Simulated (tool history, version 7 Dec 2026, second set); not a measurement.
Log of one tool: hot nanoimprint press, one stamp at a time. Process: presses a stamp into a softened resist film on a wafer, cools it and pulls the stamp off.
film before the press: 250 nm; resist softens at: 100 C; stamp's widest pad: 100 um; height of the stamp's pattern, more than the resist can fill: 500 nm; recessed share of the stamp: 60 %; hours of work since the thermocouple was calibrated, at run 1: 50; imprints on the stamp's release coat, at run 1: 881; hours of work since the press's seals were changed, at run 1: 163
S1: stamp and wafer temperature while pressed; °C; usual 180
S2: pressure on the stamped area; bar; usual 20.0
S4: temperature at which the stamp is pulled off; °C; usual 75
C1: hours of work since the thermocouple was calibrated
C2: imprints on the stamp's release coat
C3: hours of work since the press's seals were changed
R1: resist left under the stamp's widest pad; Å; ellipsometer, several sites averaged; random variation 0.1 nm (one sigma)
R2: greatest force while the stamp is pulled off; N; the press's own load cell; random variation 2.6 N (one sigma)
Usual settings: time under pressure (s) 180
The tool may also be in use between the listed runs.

run 1 day=0.000 | S1=180 S2=20.0 time_under_pressure_(s)=180 S4=75 | C1=50 C2=881 C3=163 | R1=1172 R2=119
run 2 day=0.238 | S1=180 S2=20.0 time_under_pressure_(s)=180 S4=75 | C1=54 C2=897 C3=167 | R1=1174 R2=117
run 3 day=0.562 | S1=180 S2=20.0 time_under_pressure_(s)=180 S4=75 | C1=60 C2=918 C3=173 | R1=1176 R2=117
run 4 day=0.796 | S1=180 S2=20.0 time_under_pressure_(s)=180 S4=75 | C1=64 C2=933 C3=176 | R1=1176 R2=119
run 5 day=1.042 | S1=179 S2=20.0 time_under_pressure_(s)=180 S4=75 | C1=68 C2=949 C3=181 | R1=1207 R2=120
run 6 day=1.325 | S1=179 S2=20.0 time_under_pressure_(s)=180 S4=75 | C1=72 C2=967 C3=185 | R1=1207 R2=122
run 7 day=1.758 | S1=169 S2=20.0 time_under_pressure_(s)=180 S4=75 | C1=80 C2=996 C3=192 | R1=1543 R2=122
run 8 day=2.000 | S1=180 S2=20.0 time_under_pressure_(s)=180 S4=75 | C1=84 C2=1011 C3=196 | R1=1181 R2=120
run 9 day=2.317 | S1=180 S2=20.0 time_under_pressure_(s)=180 S4=75 | C1=89 C2=1032 C3=202 | R1=1183 R2=118
run 10 day=2.738 | S1=180 S2=20.0 time_under_pressure_(s)=180 S4=75 | C1=96 C2=1059 C3=209 | R1=1185 R2=125
run 11 day=3.083 | S1=180 S2=20.0 time_under_pressure_(s)=180 S4=76 | C1=102 C2=1082 C3=214 | R1=1188 R2=118
run 12 day=3.529 | S1=180 S2=20.0 time_under_pressure_(s)=180 S4=76 | C1=109 C2=1111 C3=222 | R1=1189 R2=118
run 13 day=3.838 | S1=180 S2=20.0 time_under_pressure_(s)=180 S4=79 | C1=114 C2=1131 C3=227 | R1=1192 R2=111
run 14 day=4.075 | S1=180 S2=20.0 time_under_pressure_(s)=180 S4=75 | C1=118 C2=1146 C3=231 | R1=1192 R2=124
run 15 day=4.500 | S1=172 S2=20.0 time_under_pressure_(s)=180 S4=75 | C1=125 C2=1174 C3=238 | R1=1453 R2=121
run 16 day=4.788 | S1=174 S2=20.0 time_under_pressure_(s)=180 S4=64 | C1=130 C2=1193 C3=243 | R1=1384 R2=150
run 17 day=5.088 | S1=174 S2=20.0 time_under_pressure_(s)=180 S4=64 | C1=135 C2=1212 C3=248 | R1=1385 R2=151
run 18 day=5.308 | S1=171 S2=26.3 time_under_pressure_(s)=180 S4=74 | C1=139 C2=1227 C3=252 | R1=1318 R2=122
run 19 day=5.621 | S1=171 S2=26.3 time_under_pressure_(s)=180 S4=74 | C1=144 C2=1247 C3=257 | R1=1318 R2=126
run 20 day=5.896 | S1=192 S2=26.3 time_under_pressure_(s)=180 S4=75 | C1=148 C2=1265 C3=261 | R1=778 R2=121
-- day=6.121 gauge calibrated
run 21 day=6.421 | S1=192 S2=24.4 time_under_pressure_(s)=108 S4=81 | C1=157 C2=1299 C3=270 | R1=960 R2=104
run 22 day=6.721 | S1=168 S2=24.4 time_under_pressure_(s)=117 S4=81 | C1=162 C2=1318 C3=275 | R1=1633 R2=101
run 23 day=7.154 | S1=168 S2=24.4 time_under_pressure_(s)=117 S4=76 | C1=169 C2=1346 C3=282 | R1=1637 R2=118
run 24 day=7.662 | S1=168 S2=24.4 time_under_pressure_(s)=247 S4=76 | C1=178 C2=1379 C3=291 | R1=1313 R2=120
run 25 day=7.954 | S1=174 S2=17.5 time_under_pressure_(s)=180 S4=70 | C1=183 C2=1399 C3=295 | R1=1453 R2=136
run 26 day=8.433 | S1=174 S2=29.8 time_under_pressure_(s)=200 S4=64 | C1=191 C2=1430 C3=303 | R1=1086 R2=151
run 27 day=8.871 | S1=174 S2=29.8 time_under_pressure_(s)=200 S4=64 | C1=198 C2=1458 C3=311 | R1=1089 R2=153
run 28 day=9.342 | S1=180 S2=20.0 time_under_pressure_(s)=130 S4=72 | C1=206 C2=1489 C3=319 | R1=1324 R2=131
run 29 day=9.679 | S1=181 S2=20.0 time_under_pressure_(s)=342 S4=75 | C1=211 C2=1511 C3=324 | R1=921 R2=119
run 30 day=10.200 | S1=179 S2=12.8 time_under_pressure_(s)=115 S4=75 | C1=220 C2=1544 C3=333 | R1=1699 R2=122

4 ways to go on from here, each from the tool as it stands after run 30. What would each give?
run A day=10.646 | S1=180 S2=20.0 time_under_pressure_(s)=180 S4=71 | C1=227 C2=1573 C3=340 | R1=? R2=?
run B day=10.646 | S1=179 S2=29.3 time_under_pressure_(s)=239 S4=75 | C1=227 C2=1573 C3=340 | R1=? R2=?
run C day=10.646 | S1=190 S2=20.5 time_under_pressure_(s)=115 S4=61 | C1=227 C2=1573 C3=340 | R1=? R2=?
run D day=10.646 | S1=180 S2=20.0 time_under_pressure_(s)=180 S4=64 | C1=227 C2=1573 C3=340 | R1=? R2=?

run=A R1=1193 R2=138
run=B R1=903 R2=118
run=C R1=1096 R2=167
run=D R1=1192 R2=147
Without the tool's hidden state the same runs would have given:
run=A R1=1171 R2=136
run=B R1=887 R2=116
run=C R1=1077 R2=165
run=D R1=1171 R2=145
